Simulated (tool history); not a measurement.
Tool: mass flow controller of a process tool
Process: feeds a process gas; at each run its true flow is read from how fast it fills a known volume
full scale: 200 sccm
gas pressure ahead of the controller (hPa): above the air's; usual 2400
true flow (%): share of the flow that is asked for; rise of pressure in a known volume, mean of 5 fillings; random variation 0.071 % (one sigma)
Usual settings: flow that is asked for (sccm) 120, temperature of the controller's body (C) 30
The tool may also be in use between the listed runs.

run	day	flow that is asked for (sccm)	gas pressure ahead of the controller (hPa)	temperature of the controller's body (C)	true flow (%)
1	0	120	2400	30	99.98
2	2.212	120	2400	30	99.91
3	4.608	120	2400	30	100.09
4	7.762	120	2400	30	99.94
5	9.65	120	2240	30	100.23
6	12.546	120	2400	30	100.18
7	15.733	120	2400	30	100.18
8	17.283	120	2400	30	100.26
9	19.7	120	2400	30	100.35
10	21.55	120	2400	30	100.13
11	23.392	120	2400	30	100.37
12	26.046	86	2400	30	100.26
13	28.983	86	2400	30	100.11
14	31.425	86	2400	25	99.72
15	33.733	41	2220	30	100.14
16	36.796	187	2220	30	100.88
17	38.633	144	1960	40	102.01
18	41.433	31	1500	26	100.27
19	43.6	53	1510	33	101.13
20	45.838	74	1510	34	101.45
21	48.225	100	1930	26	100.46
22	50.412	100	1930	26	100.44
23	53.221	120	2310	39	101.84

Forecast each of these 4 alternatives for the next run:
A	55.804	38	2400	30	?
B	55.804	186	1750	22	?
C	55.804	79	2310	27	?
D	55.804	120	2370	28	?

run	true flow (%)
A	100.46
B	100.55
C	100.41
D	100.7
Without the tool's hidden state the same runs would have given:
run	true flow (%)
A	99.59
B	99.67
C	99.54
D	99.83
